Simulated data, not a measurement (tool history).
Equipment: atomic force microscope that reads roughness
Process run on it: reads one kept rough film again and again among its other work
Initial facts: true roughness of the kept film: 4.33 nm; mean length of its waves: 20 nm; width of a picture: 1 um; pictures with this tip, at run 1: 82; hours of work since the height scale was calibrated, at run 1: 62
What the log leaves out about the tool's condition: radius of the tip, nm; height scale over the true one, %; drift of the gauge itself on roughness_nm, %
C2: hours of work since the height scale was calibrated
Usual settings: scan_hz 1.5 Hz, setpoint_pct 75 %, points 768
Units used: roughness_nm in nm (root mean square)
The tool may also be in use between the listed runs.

Run 1, hour 0: usual settings; pictures with this tip 82; C2 62. Result: roughness_nm 2.535 nm (root mean square).
Run 2, hour 16: usual settings; pictures with this tip 102; C2 70. Result: roughness_nm 2.426 nm (root mean square).
At hour 27: new tip fitted.
Run 3, hour 35.4: usual settings; pictures with this tip 10; C2 79. Result: roughness_nm 3.096 nm (root mean square).
Run 4, hour 61.8: usual settings but setpoint_pct 60 %; pictures with this tip 43; C2 91. Result: roughness_nm 2.937 nm (root mean square).
Run 5, hour 91.1: usual settings but setpoint_pct 72 %; pictures with this tip 79; C2 106. Result: roughness_nm 2.528 nm (root mean square).
Run 6, hour 117.2: usual settings; pictures with this tip 111; C2 118. Result: roughness_nm 2.335 nm (root mean square).
At hour 120.6: height scale calibrated on a step standard.
At hour 124.1: new tip fitted.
Run 7, hour 145.9: usual settings but scan_hz 2.54 Hz; pictures with this tip 26; C2 12. Result: roughness_nm 2.751 nm (root mean square).
Run 8, hour 177.3: usual settings but scan_hz 2.54 Hz; pictures with this tip 65; C2 27. Result: roughness_nm 2.456 nm (root mean square).
Run 9, hour 198.7: usual settings but scan_hz 2.54 Hz; pictures with this tip 92; C2 37. Result: roughness_nm 2.276 nm (root mean square).
At hour 219: new tip fitted.
Run 10, hour 219.4: usual settings but scan_hz 2.67 Hz, setpoint_pct 63 %, points 290; pictures with this tip 0; C2 47. Result: roughness_nm 3.175 nm (root mean square).
Run 11, hour 240.1: usual settings but scan_hz 2.96 Hz, points 271; pictures with this tip 26; C2 57. Result: roughness_nm 2.645 nm (root mean square).
At hour 270.8: height scale calibrated on a step standard, once more.
Run 12, hour 275.4: usual settings but scan_hz 0.88 Hz, setpoint_pct 83 %, points 387; pictures with this tip 68; C2 2. Result: roughness_nm 2.596 nm (root mean square).
Run 13, hour 293.3: usual settings but scan_hz 0.58 Hz, setpoint_pct 83 %, points 681; pictures with this tip 90; C2 11. Result: roughness_nm 2.526 nm (root mean square).

Same runs, no hidden state in the tool, same run-to-run variation:
run  roughness_nm
  1         3.233
  2         3.256
  3         3.255
  4         3.439
  5          3.29
  6         3.267
  7         3.063
  8         3.062
  9         3.054
 10         3.215
 11          2.93
 12         3.243
 13         3.375

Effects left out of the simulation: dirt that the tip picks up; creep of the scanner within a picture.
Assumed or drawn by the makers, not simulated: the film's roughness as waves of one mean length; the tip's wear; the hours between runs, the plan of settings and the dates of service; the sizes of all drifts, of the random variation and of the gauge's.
